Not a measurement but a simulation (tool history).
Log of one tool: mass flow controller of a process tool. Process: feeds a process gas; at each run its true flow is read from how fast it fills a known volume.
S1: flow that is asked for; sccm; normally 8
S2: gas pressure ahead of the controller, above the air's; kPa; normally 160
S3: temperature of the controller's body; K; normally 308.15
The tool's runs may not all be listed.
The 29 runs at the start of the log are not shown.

Run 30, hour 3694.0: usual settings but S1 14 sccm, S2 155 kPa, S3 309.15 K. Result: true flow (%) 100.65.
Run 31, hour 3778.3: usual settings but S1 5 sccm, S2 167 kPa. Result: true flow (%) 99.86.
Run 32, hour 3940.6: usual settings but S1 5 sccm, S2 167 kPa. Result: true flow (%) 99.93.
Run 33, hour 4074.9: usual settings but S1 17 sccm, S2 218 kPa, S3 299.15 K. Result: true flow (%) 100.12.
Run 34, hour 4221.8: usual settings but S3 293.15 K. Result: true flow (%) 99.46.
Run 35, hour 4298.2: usual settings but S1 4 sccm, S2 158 kPa, S3 303.15 K. Result: true flow (%) 99.60.
Run 36, hour 4379.0: usual settings but S1 4 sccm, S2 158 kPa, S3 303.15 K. Result: true flow (%) 99.69.
Run 37, hour 4456.5: usual settings but S1 4 sccm, S2 165 kPa, S3 305.15 K. Result: true flow (%) 99.81.
Run 38, hour 4582.3: usual settings but S1 4 sccm, S2 165 kPa, S3 305.15 K. Result: true flow (%) 99.85.
Run 39, hour 4737.6: usual settings but S1 4 sccm, S2 266 kPa, S3 305.15 K. Result: true flow (%) 99.37.
Run 40, hour 4865.3: usual settings but S1 4 sccm, S2 239 kPa, S3 305.15 K. Result: true flow (%) 99.58.
Run 41, hour 4942.7: usual settings but S1 2 sccm, S2 167 kPa, S3 298.15 K. Result: true flow (%) 99.38.
Run 42, hour 5114.7: usual settings but S1 7 sccm, S3 300.15 K. Result: true flow (%) 100.03.
Run 43, hour 5195.7: usual settings but S1 7 sccm, S3 300.15 K. Result: true flow (%) 99.86.
Run 44, hour 5339.8: usual settings but S1 11 sccm, S2 276 kPa, S3 294.15 K. Result: true flow (%) 99.51.
Run 45, hour 5474.4: usual settings but S1 11 sccm, S2 276 kPa, S3 294.15 K. Result: true flow (%) 99.51.
Run 46, hour 5628.4: usual settings but S1 11 sccm, S2 276 kPa, S3 294.15 K. Result: true flow (%) 99.49.
Run 47, hour 5716.9: usual settings but S1 11 sccm, S2 276 kPa, S3 294.15 K. Result: true flow (%) 99.62.
Run 48, hour 5797.0: usual settings but S1 3 sccm, S2 214 kPa. Result: true flow (%) 99.99.

Below are 4 alternative next runs, each starting from the tool's condition after run 48. Predict each:
Run A, hour 5889.0: usual settings but S2 192 kPa, S3 302.15 K. Result: true flow (%) ?.
Run B, hour 5889.0: usual settings but S1 6 sccm, S2 241 kPa, S3 301.15 K. Result: true flow (%) ?.
Run C, hour 5889.0: usual settings but S1 5 sccm, S3 309.15 K. Result: true flow (%) ?.
Run D, hour 5889.0: usual settings but S1 7 sccm, S2 148 kPa, S3 293.15 K. Result: true flow (%) ?.

run  true flow (%)
  A         100.17
  B          99.87
  C         100.55
  D          99.83
With no hidden state in the tool, these same runs would have given:
run  true flow (%)
  A          99.33
  B          99.03
  C          99.71
  D          98.98

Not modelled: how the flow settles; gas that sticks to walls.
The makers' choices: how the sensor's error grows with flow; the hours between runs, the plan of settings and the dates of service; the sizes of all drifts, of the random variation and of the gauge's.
